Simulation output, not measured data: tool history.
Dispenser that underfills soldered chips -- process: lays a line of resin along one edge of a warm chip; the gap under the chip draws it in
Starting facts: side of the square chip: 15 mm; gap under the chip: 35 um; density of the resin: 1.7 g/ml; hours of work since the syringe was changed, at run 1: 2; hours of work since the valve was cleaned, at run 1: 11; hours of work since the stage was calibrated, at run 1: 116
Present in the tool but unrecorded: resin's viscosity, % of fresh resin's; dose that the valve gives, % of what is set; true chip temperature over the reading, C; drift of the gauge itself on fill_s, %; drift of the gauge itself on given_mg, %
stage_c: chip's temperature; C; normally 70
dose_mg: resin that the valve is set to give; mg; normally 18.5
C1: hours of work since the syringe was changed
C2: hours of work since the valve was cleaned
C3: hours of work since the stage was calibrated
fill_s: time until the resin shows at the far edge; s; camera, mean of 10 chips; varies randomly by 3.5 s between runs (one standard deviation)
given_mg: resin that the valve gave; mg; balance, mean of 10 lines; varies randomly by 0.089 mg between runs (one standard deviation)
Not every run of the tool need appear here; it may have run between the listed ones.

{"run": 1, "hour": 0.0, "stage_c": 70, "dose_mg": 18.5, "C1": 2, "C2": 11, "C3": 116, "fill_s": 382.6, "given_mg": 18.27}
{"run": 2, "hour": 5.6, "stage_c": 70, "dose_mg": 18.5, "C1": 7, "C2": 16, "C3": 120, "fill_s": 505.1, "given_mg": 18.14}
{"hour": 8.8, "done": "new syringe of resin"}
{"run": 3, "hour": 9.6, "stage_c": 70, "dose_mg": 18.5, "C1": 1, "C2": 18, "C3": 123, "fill_s": 342.2, "given_mg": 18.28}
{"run": 4, "hour": 15.4, "stage_c": 70, "dose_mg": 18.5, "C1": 5, "C2": 23, "C3": 127, "fill_s": 452.2, "given_mg": 18.26}
{"run": 5, "hour": 19.0, "stage_c": 70, "dose_mg": 22.3, "C1": 8, "C2": 26, "C3": 130, "fill_s": 513.8, "given_mg": 21.77}
{"hour": 21.0, "done": "new syringe of resin"}
{"run": 6, "hour": 24.4, "stage_c": 56, "dose_mg": 18.5, "C1": 3, "C2": 30, "C3": 134, "fill_s": 868.9, "given_mg": 18.04}
{"run": 7, "hour": 28.4, "stage_c": 56, "dose_mg": 18.5, "C1": 6, "C2": 33, "C3": 137, "fill_s": 1046.2, "given_mg": 17.87}
{"hour": 33.1, "done": "new syringe of resin"}
{"run": 8, "hour": 35.4, "stage_c": 56, "dose_mg": 18.5, "C1": 2, "C2": 38, "C3": 142, "fill_s": 828.8, "given_mg": 18.01}
{"run": 9, "hour": 39.3, "stage_c": 70, "dose_mg": 23.2, "C1": 5, "C2": 41, "C3": 145, "fill_s": 430.7, "given_mg": 22.38}
{"hour": 45.3, "done": "new syringe of resin"}
{"run": 10, "hour": 45.5, "stage_c": 77, "dose_mg": 23.2, "C1": 0, "C2": 45, "C3": 150, "fill_s": 221.4, "given_mg": 22.12}
{"run": 11, "hour": 50.3, "stage_c": 70, "dose_mg": 18.5, "C1": 4, "C2": 49, "C3": 153, "fill_s": 422.7, "given_mg": 17.84}
{"run": 12, "hour": 56.5, "stage_c": 70, "dose_mg": 18.5, "C1": 9, "C2": 54, "C3": 158, "fill_s": 560.0, "given_mg": 17.58}
{"hour": 57.2, "done": "new syringe of resin"}
{"run": 13, "hour": 63.1, "stage_c": 68, "dose_mg": 18.5, "C1": 5, "C2": 59, "C3": 163, "fill_s": 486.4, "given_mg": 17.56}
{"run": 14, "hour": 66.5, "stage_c": 76, "dose_mg": 18.5, "C1": 7, "C2": 61, "C3": 166, "fill_s": 371.1, "given_mg": 17.48}
{"hour": 69.6, "done": "new syringe of resin"}
{"run": 15, "hour": 72.5, "stage_c": 61, "dose_mg": 18.5, "C1": 2, "C2": 66, "C3": 170, "fill_s": 620.7, "given_mg": 17.62}
{"run": 16, "hour": 77.4, "stage_c": 64, "dose_mg": 18.5, "C1": 6, "C2": 69, "C3": 174, "fill_s": 668.1, "given_mg": 17.48}
{"hour": 81.4, "done": "new syringe of resin"}
{"run": 17, "hour": 82.2, "stage_c": 64, "dose_mg": 18.5, "C1": 1, "C2": 73, "C3": 177, "fill_s": 471.3, "given_mg": 17.4}
{"hour": 86.6, "done": "dispensing valve cleaned and set on the balance"}
{"run": 18, "hour": 88.2, "stage_c": 64, "dose_mg": 18.5, "C1": 4, "C2": 1, "C3": 181, "fill_s": 598.8, "given_mg": 18.6}
{"hour": 94.5, "done": "new syringe of resin"}
{"run": 19, "hour": 94.7, "stage_c": 70, "dose_mg": 20.4, "C1": 0, "C2": 6, "C3": 186, "fill_s": 315.6, "given_mg": 20.55}
{"run": 20, "hour": 98.1, "stage_c": 73, "dose_mg": 21.5, "C1": 3, "C2": 9, "C3": 188, "fill_s": 318.7, "given_mg": 21.32}
{"run": 21, "hour": 104.1, "stage_c": 70, "dose_mg": 19.3, "C1": 7, "C2": 13, "C3": 193, "fill_s": 504.4, "given_mg": 19.13}
{"hour": 106.6, "done": "new syringe of resin"}
{"run": 22, "hour": 108.4, "stage_c": 71, "dose_mg": 20.3, "C1": 1, "C2": 16, "C3": 196, "fill_s": 319.2, "given_mg": 20.0}
{"run": 23, "hour": 114.5, "stage_c": 73, "dose_mg": 16.4, "C1": 6, "C2": 21, "C3": 201, "fill_s": 400.7, "given_mg": 16.24}
{"hour": 118.3, "done": "new syringe of resin"}
{"run": 24, "hour": 120.7, "stage_c": 73, "dose_mg": 16.4, "C1": 2, "C2": 25, "C3": 205, "fill_s": 309.1, "given_mg": 16.15}
{"run": 25, "hour": 127.4, "stage_c": 77, "dose_mg": 18.9, "C1": 7, "C2": 31, "C3": 210, "fill_s": 329.3, "given_mg": 18.5}
{"hour": 130.3, "done": "new syringe of resin"}
{"run": 26, "hour": 130.6, "stage_c": 55, "dose_mg": 18.6, "C1": 0, "C2": 33, "C3": 213, "fill_s": 750.0, "given_mg": 18.12}
{"run": 27, "hour": 135.3, "stage_c": 82, "dose_mg": 19.7, "C1": 4, "C2": 36, "C3": 216, "fill_s": 217.1, "given_mg": 19.17}
{"run": 28, "hour": 139.7, "stage_c": 82, "dose_mg": 19.7, "C1": 7, "C2": 40, "C3": 220, "fill_s": 264.3, "given_mg": 19.21}
{"hour": 142.2, "done": "new syringe of resin"}
{"run": 29, "hour": 147.1, "stage_c": 62, "dose_mg": 19.7, "C1": 4, "C2": 45, "C3": 225, "fill_s": 625.2, "given_mg": 19.09}
{"run": 30, "hour": 150.0, "stage_c": 62, "dose_mg": 19.7, "C1": 6, "C2": 48, "C3": 227, "fill_s": 725.4, "given_mg": 19.13}
{"hour": 154.4, "done": "new syringe of resin"}
{"run": 31, "hour": 157.4, "stage_c": 77, "dose_mg": 19.7, "C1": 2, "C2": 53, "C3": 233, "fill_s": 255.6, "given_mg": 19.03}
{"run": 32, "hour": 164.5, "stage_c": 77, "dose_mg": 19.7, "C1": 8, "C2": 58, "C3": 238, "fill_s": 347.1, "given_mg": 18.8}
{"hour": 166.6, "done": "new syringe of resin"}
{"run": 33, "hour": 171.2, "stage_c": 59, "dose_mg": 18.7, "C1": 4, "C2": 63, "C3": 243, "fill_s": 735.2, "given_mg": 17.78}
{"run": 34, "hour": 174.5, "stage_c": 59, "dose_mg": 21.9, "C1": 6, "C2": 66, "C3": 246, "fill_s": 830.2, "given_mg": 20.79}
{"hour": 178.4, "done": "new syringe of resin"}
{"run": 35, "hour": 179.3, "stage_c": 59, "dose_mg": 21.9, "C1": 1, "C2": 69, "C3": 249, "fill_s": 601.4, "given_mg": 20.56}
{"run": 36, "hour": 186.2, "stage_c": 83, "dose_mg": 16.8, "C1": 6, "C2": 75, "C3": 254, "fill_s": 245.0, "given_mg": 15.8}

Below, each run's measurement less what the same run would have read without the hidden state. Both values contain the same run-to-run variation, but the gauge's scatter may not be the same in both:
run=1 fill_s=+40.4 given_mg=-0.22
run=2 fill_s=+156.7 given_mg=-0.28
run=3 fill_s=-1.9 given_mg=-0.32
run=4 fill_s=+106.0 given_mg=-0.40
run=5 fill_s=+179.0 given_mg=-0.52
run=6 fill_s=+97.9 given_mg=-0.50
run=7 fill_s=+276.3 given_mg=-0.54
run=8 fill_s=+55.2 given_mg=-0.62
run=9 fill_s=+95.8 given_mg=-0.83
run=10 fill_s=-7.2 given_mg=-0.91
run=11 fill_s=+74.6 given_mg=-0.79
run=12 fill_s=+215.1 given_mg=-0.84
run=13 fill_s=+97.7 given_mg=-0.91
run=14 fill_s=+119.8 given_mg=-0.95
run=15 fill_s=+51.6 given_mg=-1.02
run=16 fill_s=+180.8 given_mg=-1.07
run=17 fill_s=-6.5 given_mg=-1.12
run=18 fill_s=+109.4 given_mg=+0.07
run=19 fill_s=-19.5 given_mg=-0.01
run=20 fill_s=+29.8 given_mg=-0.05
run=21 fill_s=+159.2 given_mg=-0.12
run=22 fill_s=-2.1 given_mg=-0.18
run=23 fill_s=+98.5 given_mg=-0.21
run=24 fill_s=+6.7 given_mg=-0.26
run=25 fill_s=+94.1 given_mg=-0.38
run=26 fill_s=-48.0 given_mg=-0.41
run=27 fill_s=+34.2 given_mg=-0.49
run=28 fill_s=+83.1 given_mg=-0.54
run=29 fill_s=+91.4 given_mg=-0.64
run=30 fill_s=+186.5 given_mg=-0.67
run=31 fill_s=+16.7 given_mg=-0.76
run=32 fill_s=+114.0 given_mg=-0.83
run=33 fill_s=+91.7 given_mg=-0.87
run=34 fill_s=+205.5 given_mg=-1.06
run=35 fill_s=-30.7 given_mg=-1.12
run=36 fill_s=+63.5 given_mg=-0.93
